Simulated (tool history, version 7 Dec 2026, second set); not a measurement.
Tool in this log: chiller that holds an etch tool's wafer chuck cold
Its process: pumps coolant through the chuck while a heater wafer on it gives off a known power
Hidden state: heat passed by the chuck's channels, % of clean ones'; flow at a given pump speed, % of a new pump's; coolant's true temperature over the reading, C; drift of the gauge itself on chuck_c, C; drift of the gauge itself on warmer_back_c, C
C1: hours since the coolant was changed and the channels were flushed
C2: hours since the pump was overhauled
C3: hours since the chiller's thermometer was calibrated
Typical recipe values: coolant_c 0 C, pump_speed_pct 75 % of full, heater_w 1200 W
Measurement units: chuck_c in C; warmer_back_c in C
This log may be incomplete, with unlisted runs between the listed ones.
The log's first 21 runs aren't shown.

{"hour": 607.5, "done": "coolant pump overhauled, once more"}
{"run": 22, "hour": 627.3, "coolant_c": 6, "pump_speed_pct": 73, "heater_w": 788, "C1": 2850, "C2": 20, "C3": 1793, "chuck_c": 11.6, "warmer_back_c": 2.83}
{"run": 23, "hour": 654.4, "coolant_c": -4, "pump_speed_pct": 75, "heater_w": 762, "C1": 2877, "C2": 47, "C3": 1820, "chuck_c": 1.3, "warmer_back_c": 2.7}
{"run": 24, "hour": 692.0, "coolant_c": 7, "pump_speed_pct": 92, "heater_w": 1785, "C1": 2915, "C2": 85, "C3": 1858, "chuck_c": 17.7, "warmer_back_c": 5.11}
{"run": 25, "hour": 710.6, "coolant_c": 7, "pump_speed_pct": 92, "heater_w": 1785, "C1": 2933, "C2": 103, "C3": 1877, "chuck_c": 17.7, "warmer_back_c": 5.15}
{"run": 26, "hour": 735.8, "coolant_c": 6, "pump_speed_pct": 93, "heater_w": 1129, "C1": 2958, "C2": 128, "C3": 1902, "chuck_c": 12.7, "warmer_back_c": 3.19}
{"run": 27, "hour": 773.6, "coolant_c": 6, "pump_speed_pct": 76, "heater_w": 607, "C1": 2996, "C2": 166, "C3": 1940, "chuck_c": 10.0, "warmer_back_c": 2.09}
{"run": 28, "hour": 814.1, "coolant_c": -8, "pump_speed_pct": 89, "heater_w": 1291, "C1": 3037, "C2": 207, "C3": 1980, "chuck_c": -0.1, "warmer_back_c": 3.83}
{"run": 29, "hour": 844.4, "coolant_c": -8, "pump_speed_pct": 89, "heater_w": 1291, "C1": 3067, "C2": 237, "C3": 2010, "chuck_c": 0.0, "warmer_back_c": 3.8}
{"run": 30, "hour": 884.8, "coolant_c": -7, "pump_speed_pct": 93, "heater_w": 1753, "C1": 3107, "C2": 277, "C3": 2051, "chuck_c": 3.5, "warmer_back_c": 5.04}
{"run": 31, "hour": 902.4, "coolant_c": -7, "pump_speed_pct": 93, "heater_w": 1753, "C1": 3125, "C2": 295, "C3": 2068, "chuck_c": 3.6, "warmer_back_c": 4.95}
{"run": 32, "hour": 926.9, "coolant_c": 3, "pump_speed_pct": 75, "heater_w": 1597, "C1": 3150, "C2": 319, "C3": 2093, "chuck_c": 14.5, "warmer_back_c": 5.66}
{"run": 33, "hour": 954.1, "coolant_c": 2, "pump_speed_pct": 75, "heater_w": 1200, "C1": 3177, "C2": 347, "C3": 2120, "chuck_c": 10.7, "warmer_back_c": 4.23}

Consider 3 possible next runs. They are alternatives, not a sequence: every one starts from the tool as it was left by run 33. What does each give?
{"run": "A", "hour": 973.8, "coolant_c": 4, "pump_speed_pct": 88, "heater_w": 1200, "C1": 3196, "C2": 366, "C3": 2140, "chuck_c": "?", "warmer_back_c": "?"}
{"run": "B", "hour": 973.8, "coolant_c": 8, "pump_speed_pct": 85, "heater_w": 1327, "C1": 3196, "C2": 366, "C3": 2140, "chuck_c": "?", "warmer_back_c": "?"}
{"run": "C", "hour": 973.8, "coolant_c": 2, "pump_speed_pct": 75, "heater_w": 1725, "C1": 3196, "C2": 366, "C3": 2140, "chuck_c": "?", "warmer_back_c": "?"}

run=A chuck_c=11.3 warmer_back_c=3.69
run=B chuck_c=16.4 warmer_back_c=4.14
run=C chuck_c=14.5 warmer_back_c=6.09
Had the tool no hidden state, the same runs would have come out as:
run=A chuck_c=11.0 warmer_back_c=3.67
run=B chuck_c=15.9 warmer_back_c=4.11
run=C chuck_c=13.7 warmer_back_c=6.05

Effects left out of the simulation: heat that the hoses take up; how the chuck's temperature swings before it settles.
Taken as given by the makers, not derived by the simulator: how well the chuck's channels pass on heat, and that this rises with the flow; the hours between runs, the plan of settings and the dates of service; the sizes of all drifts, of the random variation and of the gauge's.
